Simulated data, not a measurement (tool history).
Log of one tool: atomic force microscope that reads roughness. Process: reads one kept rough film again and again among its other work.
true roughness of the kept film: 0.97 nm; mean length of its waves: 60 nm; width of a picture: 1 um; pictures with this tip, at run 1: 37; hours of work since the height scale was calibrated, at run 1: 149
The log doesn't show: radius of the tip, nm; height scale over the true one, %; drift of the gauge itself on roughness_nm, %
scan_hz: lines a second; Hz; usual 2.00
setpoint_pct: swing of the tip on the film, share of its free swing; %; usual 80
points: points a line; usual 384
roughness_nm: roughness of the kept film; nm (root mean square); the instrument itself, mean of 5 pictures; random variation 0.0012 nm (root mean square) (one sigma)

run     day  scan_hz  setpoint_pct  points  pictures with this tip  hours of work since the height scale was calibrated  roughness_nm
  1   0.000     2.00            80     384                      37                                                  149         0.845
  2   0.692     2.00            80     384                      59                                                  161         0.843
  3   1.450     2.00            80     384                      84                                                  174         0.844
  4   2.183     2.00            80     384                     108                                                  186         0.840
  5   2.667     2.00            80     384                     123                                                  194         0.841
  6   3.150     2.00            71     384                     139                                                  203         0.878
  7   4.288     2.00            71     384                     176                                                  222         0.876
  8   5.467     2.00            80     653                     214                                                  242         0.835
  9   6.483     2.00            80     653                     247                                                  259         0.832
 10   7.462     2.00            80     653                     279                                                  276         0.831
      7.750  -- new tip fitted
 11   8.396     2.00            80     653                      21                                                  292         0.848
 12   9.171     2.00            80     653                      46                                                  305         0.845
 13  10.304     2.00            80     384                      83                                                  324         0.844
 14  11.025     0.89            80     741                     106                                                  336         0.905
 15  11.825     0.89            80     741                     132                                                  350         0.900
 16  12.367     0.66            81     377                     150                                                  359         0.911
 17  13.058     1.66            71     473                     172                                                  371         0.889
 18  13.683     1.66            71     433                     193                                                  382         0.889
 19  14.500     1.66            71     433                     219                                                  396         0.887
 20  15.479     1.66            71     433                     251                                                  412         0.885
 21  16.517     1.05            60     873                     285                                                  430         0.923
     16.621  -- new tip fitted
 22  17.458     1.05            60     873                      27                                                  446         0.946
 23  18.467     1.05            60     873                      59                                                  463         0.939
 24  19.229     1.05            60     873                      84                                                  476         0.938
 25  20.371     2.00            82     431                     121                                                  495         0.834
 26  21.392     1.78            80     785                     154                                                  513         0.854

3 ways to go on from here, each from the tool as it stands after run 26. What would each give?
  A  22.533     1.76            71     716                     192                                                  532             ?
  B  22.533     1.42            80     260                     192                                                  532             ?
  C  22.533     2.00            75     401                     192                                                  532             ?

run  roughness_nm
  A         0.886
  B         0.866
  C         0.861
Without the tool's hidden state the same runs would have given:
run  roughness_nm
  A         0.895
  B         0.875
  C         0.870
